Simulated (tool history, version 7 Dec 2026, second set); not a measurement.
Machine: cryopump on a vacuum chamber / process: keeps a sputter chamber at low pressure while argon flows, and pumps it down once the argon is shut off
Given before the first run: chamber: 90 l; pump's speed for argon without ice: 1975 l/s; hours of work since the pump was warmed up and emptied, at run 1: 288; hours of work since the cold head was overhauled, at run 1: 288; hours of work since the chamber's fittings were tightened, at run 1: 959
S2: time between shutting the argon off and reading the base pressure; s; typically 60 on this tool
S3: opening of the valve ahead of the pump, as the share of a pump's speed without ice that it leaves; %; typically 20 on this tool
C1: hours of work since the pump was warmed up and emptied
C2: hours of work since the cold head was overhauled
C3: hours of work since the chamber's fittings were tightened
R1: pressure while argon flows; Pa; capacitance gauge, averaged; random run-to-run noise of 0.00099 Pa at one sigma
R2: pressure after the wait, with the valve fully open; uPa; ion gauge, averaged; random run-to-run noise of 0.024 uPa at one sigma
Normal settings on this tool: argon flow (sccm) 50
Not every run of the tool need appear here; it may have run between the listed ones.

run 1 day=0 | argon_flow_(sccm)=50 S2=60 S3=20 | C1=288 C2=288 C3=959 | R1=0.2326 R2=1.21
run 2 day=0.533 | argon_flow_(sccm)=50 S2=60 S3=20 | C1=298 C2=298 C3=968 | R1=0.2317 R2=1.21
run 3 day=1.05 | argon_flow_(sccm)=50 S2=60 S3=20 | C1=307 C2=307 C3=978 | R1=0.2325 R2=1.24
run 4 day=1.683 | argon_flow_(sccm)=50 S2=37 S3=20 | C1=318 C2=318 C3=989 | R1=0.234 R2=1.61
run 5 day=2.225 | argon_flow_(sccm)=50 S2=60 S3=20 | C1=328 C2=328 C3=999 | R1=0.2335 R2=1.28
run 6 day=2.542 | argon_flow_(sccm)=50 S2=60 S3=20 | C1=334 C2=334 C3=1005 | R1=0.2373 R2=1.24
run 7 day=2.983 | argon_flow_(sccm)=75 S2=60 S3=20 | C1=342 C2=342 C3=1013 | R1=0.3582 R2=1.26
-- day=3.3 pump warmed up, emptied and cooled again
run 8 day=3.8 | argon_flow_(sccm)=75 S2=60 S3=20 | C1=9 C2=353 C3=1024 | R1=0.3214 R2=1.03
run 9 day=4.229 | argon_flow_(sccm)=75 S2=60 S3=43 | C1=17 C2=361 C3=1032 | R1=0.1515 R2=1.07
run 10 day=4.525 | argon_flow_(sccm)=75 S2=60 S3=43 | C1=22 C2=366 C3=1037 | R1=0.15 R2=1.14
run 11 day=4.938 | argon_flow_(sccm)=75 S2=60 S3=54 | C1=30 C2=373 C3=1044 | R1=0.12 R2=1.1
run 12 day=5.296 | argon_flow_(sccm)=75 S2=60 S3=54 | C1=36 C2=380 C3=1051 | R1=0.1221 R2=1.08
run 13 day=5.804 | argon_flow_(sccm)=75 S2=60 S3=54 | C1=45 C2=389 C3=1060 | R1=0.1221 R2=1.12
run 14 day=6.279 | argon_flow_(sccm)=50 S2=60 S3=43 | C1=54 C2=398 C3=1069 | R1=0.1018 R2=1.11
run 15 day=6.829 | argon_flow_(sccm)=50 S2=60 S3=43 | C1=64 C2=408 C3=1079 | R1=0.1035 R2=1.09
run 16 day=7.446 | argon_flow_(sccm)=50 S2=60 S3=34 | C1=75 C2=419 C3=1090 | R1=0.131 R2=1.11
run 17 day=7.775 | argon_flow_(sccm)=50 S2=60 S3=20 | C1=81 C2=425 C3=1096 | R1=0.2181 R2=1.13
run 18 day=8.242 | argon_flow_(sccm)=53 S2=22 S3=20 | C1=89 C2=433 C3=1104 | R1=0.2312 R2=2.32
run 19 day=8.875 | argon_flow_(sccm)=53 S2=22 S3=20 | C1=101 C2=445 C3=1116 | R1=0.2331 R2=2.26
run 20 day=9.154 | argon_flow_(sccm)=28 S2=116 S3=20 | C1=106 C2=450 C3=1121 | R1=0.1225 R2=0.8
run 21 day=9.6 | argon_flow_(sccm)=28 S2=116 S3=20 | C1=114 C2=458 C3=1129 | R1=0.122 R2=0.82
run 22 day=10.196 | argon_flow_(sccm)=28 S2=116 S3=20 | C1=125 C2=469 C3=1140 | R1=0.1233 R2=0.85
run 23 day=10.712 | argon_flow_(sccm)=28 S2=116 S3=20 | C1=134 C2=478 C3=1149 | R1=0.1237 R2=0.82
run 24 day=11.05 | argon_flow_(sccm)=66 S2=218 S3=23 | C1=140 C2=484 C3=1155 | R1=0.2546 R2=0.61
run 25 day=11.338 | argon_flow_(sccm)=34 S2=129 S3=23 | C1=145 C2=489 C3=1160 | R1=0.1317 R2=0.81
run 26 day=11.733 | argon_flow_(sccm)=62 S2=60 S3=23 | C1=153 C2=497 C3=1167 | R1=0.2412 R2=1.19
run 27 day=12.242 | argon_flow_(sccm)=62 S2=27 S3=55 | C1=162 C2=506 C3=1177 | R1=0.1074 R2=2.04
run 28 day=12.542 | argon_flow_(sccm)=62 S2=27 S3=26 | C1=167 C2=511 C3=1182 | R1=0.2149 R2=2.02
run 29 day=12.842 | argon_flow_(sccm)=25 S2=181 S3=20 | C1=173 C2=517 C3=1187 | R1=0.1104 R2=0.7
run 30 day=13.304 | argon_flow_(sccm)=67 S2=181 S3=20 | C1=181 C2=525 C3=1196 | R1=0.3002 R2=0.74
run 31 day=13.8 | argon_flow_(sccm)=26 S2=198 S3=60 | C1=190 C2=534 C3=1205 | R1=0.0426 R2=0.76
run 32 day=14.121 | argon_flow_(sccm)=22 S2=63 S3=19 | C1=196 C2=540 C3=1211 | R1=0.1049 R2=1.17
run 33 day=14.75 | argon_flow_(sccm)=22 S2=209 S3=50 | C1=207 C2=551 C3=1222 | R1=0.0415 R2=0.76
run 34 day=15.271 | argon_flow_(sccm)=22 S2=209 S3=40 | C1=217 C2=561 C3=1231 | R1=0.0519 R2=0.78

Measured less the same run without the tool's hidden state. The same run-to-run variation is in both; the gauge's scatter may not be:
Unlogged tool condition in this case: pump's speed, % of a pump's without ice; cold plate's temperature, K; leak into the chamber, uPa l/s; drift of the gauge itself on working_pa, %; drift of the gauge itself on base_upa, %.
run=1 R1=+0.0182 R2=+0.36
run=2 R1=+0.0189 R2=+0.37
run=3 R1=+0.0197 R2=+0.38
run=4 R1=+0.0208 R2=+0.38
run=5 R1=+0.0216 R2=+0.4
run=6 R1=+0.0225 R2=+0.42
run=7 R1=+0.035 R2=+0.42
run=8 R1=+0.0013 R2=+0.22
run=9 R1=+0.0017 R2=+0.23
run=10 R1=+0.002 R2=+0.24
run=11 R1=+0.0025 R2=+0.24
run=12 R1=+0.0029 R2=+0.25
run=13 R1=+0.0035 R2=+0.25
run=14 R1=+0.0028 R2=+0.25
run=15 R1=+0.0033 R2=+0.26
run=16 R1=+0.0039 R2=+0.27
run=17 R1=+0.0041 R2=+0.27
run=18 R1=+0.0048 R2=+0.29
run=19 R1=+0.0055 R2=+0.28
run=20 R1=+0.003 R2=+0.28
run=21 R1=+0.0032 R2=+0.29
run=22 R1=+0.0036 R2=+0.31
run=23 R1=+0.0039 R2=+0.31
run=24 R1=+0.0097 R2=+0.3
run=25 R1=+0.0053 R2=+0.32
run=26 R1=+0.0101 R2=+0.33
run=27 R1=+0.0107 R2=+0.33
run=28 R1=+0.0111 R2=+0.34
run=29 R1=+0.0046 R2=+0.35
run=30 R1=+0.0134 R2=+0.35
run=31 R1=+0.0054 R2=+0.36
run=32 R1=+0.0048 R2=+0.36
run=33 R1=+0.0051 R2=+0.38
run=34 R1=+0.0054 R2=+0.38
